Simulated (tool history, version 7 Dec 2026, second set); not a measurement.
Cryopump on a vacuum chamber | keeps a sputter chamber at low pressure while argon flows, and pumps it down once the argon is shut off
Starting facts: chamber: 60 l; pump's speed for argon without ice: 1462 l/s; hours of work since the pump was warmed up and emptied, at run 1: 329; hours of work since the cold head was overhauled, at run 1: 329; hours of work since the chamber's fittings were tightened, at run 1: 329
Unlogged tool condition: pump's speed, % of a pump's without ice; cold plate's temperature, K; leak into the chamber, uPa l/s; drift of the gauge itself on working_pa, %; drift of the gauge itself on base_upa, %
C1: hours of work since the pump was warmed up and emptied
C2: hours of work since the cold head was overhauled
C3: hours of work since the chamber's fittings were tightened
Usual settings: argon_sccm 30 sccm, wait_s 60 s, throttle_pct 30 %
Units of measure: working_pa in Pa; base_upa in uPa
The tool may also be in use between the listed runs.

Run 1, hour 0.0: usual settings; C1 329; C2 329; C3 329. Result: working_pa 0.1253 Pa, base_upa 2.46 uPa.
Run 2, hour 29.1: usual settings but throttle_pct 56 %; C1 345; C2 345; C3 345. Result: working_pa 0.0714 Pa, base_upa 2.48 uPa.
Run 3, hour 61.5: usual settings but throttle_pct 56 %; C1 363; C2 363; C3 363. Result: working_pa 0.0728 Pa, base_upa 2.43 uPa.
Run 4, hour 100.5: usual settings but throttle_pct 43 %; C1 384; C2 384; C3 384. Result: working_pa 0.0925 Pa, base_upa 2.60 uPa.
Run 5, hour 137.0: usual settings but throttle_pct 43 %; C1 404; C2 404; C3 404. Result: working_pa 0.0933 Pa, base_upa 2.63 uPa.
Run 6, hour 177.2: usual settings; C1 427; C2 427; C3 427. Result: working_pa 0.1284 Pa, base_upa 2.80 uPa.
Run 7, hour 197.9: usual settings; C1 438; C2 438; C3 438. Result: working_pa 0.1293 Pa, base_upa 2.78 uPa.
Run 8, hour 239.0: usual settings but argon_sccm 17 sccm, wait_s 152 s; C1 461; C2 461; C3 461. Result: working_pa 0.0737 Pa, base_upa 2.18 uPa.
Run 9, hour 281.0: usual settings but argon_sccm 17 sccm, wait_s 152 s; C1 484; C2 484; C3 484. Result: working_pa 0.0752 Pa, base_upa 2.30 uPa.
Run 10, hour 321.9: usual settings but argon_sccm 17 sccm, wait_s 152 s; C1 507; C2 507; C3 507. Result: working_pa 0.0750 Pa, base_upa 2.36 uPa.
Run 11, hour 362.0: usual settings but throttle_pct 15 %; C1 529; C2 529; C3 529. Result: working_pa 0.2511 Pa, base_upa 3.17 uPa.

5 ways to go on from here, each from the tool as it stands after run 11. What would each give?
At hour 406.9: pump warmed up, emptied and cooled again.
Run A, hour 406.9: usual settings but argon_sccm 20 sccm, throttle_pct 53 %; C1 0; C2 551; C3 551. Result: working_pa ?, base_upa ?.
At hour 406.9: pump warmed up, emptied and cooled again.
Run B, hour 406.9: usual settings but argon_sccm 26 sccm, throttle_pct 15 %; C1 0; C2 551; C3 551. Result: working_pa ?, base_upa ?.
At hour 406.9: pump warmed up, emptied and cooled again.
Run C, hour 406.9: usual settings but throttle_pct 38 %; C1 0; C2 551; C3 551. Result: working_pa ?, base_upa ?.
At hour 406.9: pump warmed up, emptied and cooled again.
Run D, hour 406.9: usual settings but throttle_pct 34 %; C1 0; C2 551; C3 551. Result: working_pa ?, base_upa ?.
At hour 406.9: pump warmed up, emptied and cooled again.
Run E, hour 406.9: usual settings but argon_sccm 21 sccm, wait_s 47 s, throttle_pct 15 %; C1 0; C2 551; C3 551. Result: working_pa ?, base_upa ?.

run  working_pa  base_upa
  A      0.0439      2.69
  B      0.2007      2.62
  C      0.0915      2.65
  D      0.1026      2.66
  E      0.1619      2.92
Had the tool no hidden state, the same runs would have come out as:
run  working_pa  base_upa
  A      0.0435      1.50
  B      0.2002      1.45
  C      0.0909      1.48
  D      0.1020      1.47
  E      0.1615      1.76
